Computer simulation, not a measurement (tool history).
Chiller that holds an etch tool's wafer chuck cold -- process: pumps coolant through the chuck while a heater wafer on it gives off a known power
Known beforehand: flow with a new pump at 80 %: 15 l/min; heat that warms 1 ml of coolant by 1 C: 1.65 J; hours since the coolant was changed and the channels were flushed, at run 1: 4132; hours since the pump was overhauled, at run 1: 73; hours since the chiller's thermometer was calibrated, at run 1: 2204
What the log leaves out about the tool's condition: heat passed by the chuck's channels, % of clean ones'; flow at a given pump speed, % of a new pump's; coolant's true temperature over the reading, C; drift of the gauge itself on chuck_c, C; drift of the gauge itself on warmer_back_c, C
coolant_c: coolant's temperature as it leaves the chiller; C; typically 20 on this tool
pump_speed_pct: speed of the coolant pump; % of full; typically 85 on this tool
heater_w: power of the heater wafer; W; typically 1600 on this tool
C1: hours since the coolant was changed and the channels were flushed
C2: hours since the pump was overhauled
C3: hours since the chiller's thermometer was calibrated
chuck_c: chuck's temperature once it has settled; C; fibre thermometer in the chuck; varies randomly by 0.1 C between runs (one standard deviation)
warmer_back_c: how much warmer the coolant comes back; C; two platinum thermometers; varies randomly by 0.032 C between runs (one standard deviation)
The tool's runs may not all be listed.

Run 1, hour 0.0: usual settings; C1 4132; C2 73; C3 2204. Result: chuck_c 34.2 C, warmer_back_c 3.64 C.
Run 2, hour 23.8: usual settings; C1 4155; C2 97; C3 2228. Result: chuck_c 34.2 C, warmer_back_c 3.66 C.
Run 3, hour 67.8: usual settings; C1 4199; C2 141; C3 2272. Result: chuck_c 34.0 C, warmer_back_c 3.65 C.
Run 4, hour 113.4: usual settings; C1 4245; C2 187; C3 2318. Result: chuck_c 34.0 C, warmer_back_c 3.66 C.
Run 5, hour 152.2: usual settings; C1 4284; C2 226; C3 2357. Result: chuck_c 34.0 C, warmer_back_c 3.66 C.
Run 6, hour 187.4: usual settings; C1 4319; C2 261; C3 2392. Result: chuck_c 34.2 C, warmer_back_c 3.65 C.
Run 7, hour 240.5: usual settings; C1 4372; C2 314; C3 2445. Result: chuck_c 34.4 C, warmer_back_c 3.64 C.
At hour 277.6: chiller's thermometer calibrated.
Run 8, hour 292.5: usual settings; C1 4423; C2 365; C3 15. Result: chuck_c 34.0 C, warmer_back_c 3.69 C.
Run 9, hour 342.8: usual settings but pump_speed_pct 92 % of full; C1 4473; C2 415; C3 65. Result: chuck_c 33.4 C, warmer_back_c 3.38 C.
Run 10, hour 399.6: usual settings but pump_speed_pct 92 % of full; C1 4530; C2 472; C3 122. Result: chuck_c 33.3 C, warmer_back_c 3.41 C.
Run 11, hour 424.8: usual settings but pump_speed_pct 92 % of full; C1 4555; C2 497; C3 147. Result: chuck_c 33.3 C, warmer_back_c 3.39 C.
Run 12, hour 458.9: usual settings but coolant_c 27 C; C1 4590; C2 531; C3 181. Result: chuck_c 41.0 C, warmer_back_c 3.70 C.
Run 13, hour 506.5: usual settings but coolant_c 27 C; C1 4637; C2 579; C3 229. Result: chuck_c 41.1 C, warmer_back_c 3.67 C.
Run 14, hour 553.2: usual settings but coolant_c 21 C; C1 4684; C2 626; C3 276. Result: chuck_c 35.0 C, warmer_back_c 3.65 C.
Run 15, hour 599.9: usual settings but coolant_c 21 C, heater_w 1703 W; C1 4731; C2 672; C3 322. Result: chuck_c 36.0 C, warmer_back_c 3.96 C.
Run 16, hour 640.6: usual settings but coolant_c 21 C, heater_w 1703 W; C1 4771; C2 713; C3 363. Result: chuck_c 36.1 C, warmer_back_c 3.89 C.
Run 17, hour 674.8: usual settings but coolant_c 22 C, pump_speed_pct 67 % of full, heater_w 2392 W; C1 4805; C2 747; C3 397. Result: chuck_c 47.1 C, warmer_back_c 7.02 C.
Run 18, hour 705.2: usual settings but coolant_c 22 C, pump_speed_pct 67 % of full, heater_w 2392 W; C1 4836; C2 778; C3 428. Result: chuck_c 47.0 C, warmer_back_c 7.02 C.
Run 19, hour 750.6: usual settings but coolant_c 22 C; C1 4881; C2 823; C3 473. Result: chuck_c 36.2 C, warmer_back_c 3.64 C.
Run 20, hour 787.0: usual settings but coolant_c 22 C; C1 4918; C2 859; C3 509. Result: chuck_c 36.3 C, warmer_back_c 3.67 C.
Run 21, hour 840.9: usual settings but pump_speed_pct 95 % of full; C1 4971; C2 913; C3 563. Result: chuck_c 33.3 C, warmer_back_c 3.31 C.
Run 22, hour 892.9: usual settings but coolant_c 14 C, pump_speed_pct 96 % of full, heater_w 1592 W; C1 5023; C2 965; C3 615. Result: chuck_c 27.0 C, warmer_back_c 3.22 C.
Run 23, hour 933.6: usual settings but coolant_c 14 C, pump_speed_pct 60 % of full, heater_w 1633 W; C1 5064; C2 1006; C3 656. Result: chuck_c 32.6 C, warmer_back_c 5.34 C.
Run 24, hour 970.1: usual settings but coolant_c 14 C, pump_speed_pct 60 % of full, heater_w 1633 W; C1 5101; C2 1042; C3 692. Result: chuck_c 32.7 C, warmer_back_c 5.32 C.
Run 25, hour 1020.8: usual settings but coolant_c 14 C, pump_speed_pct 80 % of full, heater_w 2235 W; C1 5151; C2 1093; C3 743. Result: chuck_c 34.9 C, warmer_back_c 5.51 C.

Run 26 is up next; what results do you expect?
Run 26, hour 1052.4: usual settings but coolant_c 14 C, pump_speed_pct 80 % of full, heater_w 2235 W; C1 5183; C2 1125; C3 775. Result: chuck_c ?, warmer_back_c ?.

Run 26 yielded chuck_c 35.0 C, warmer_back_c 5.50 C.
The same run, on a tool lacking any hidden state, would have yielded chuck_c 32.2 C, warmer_back_c 5.43 C.

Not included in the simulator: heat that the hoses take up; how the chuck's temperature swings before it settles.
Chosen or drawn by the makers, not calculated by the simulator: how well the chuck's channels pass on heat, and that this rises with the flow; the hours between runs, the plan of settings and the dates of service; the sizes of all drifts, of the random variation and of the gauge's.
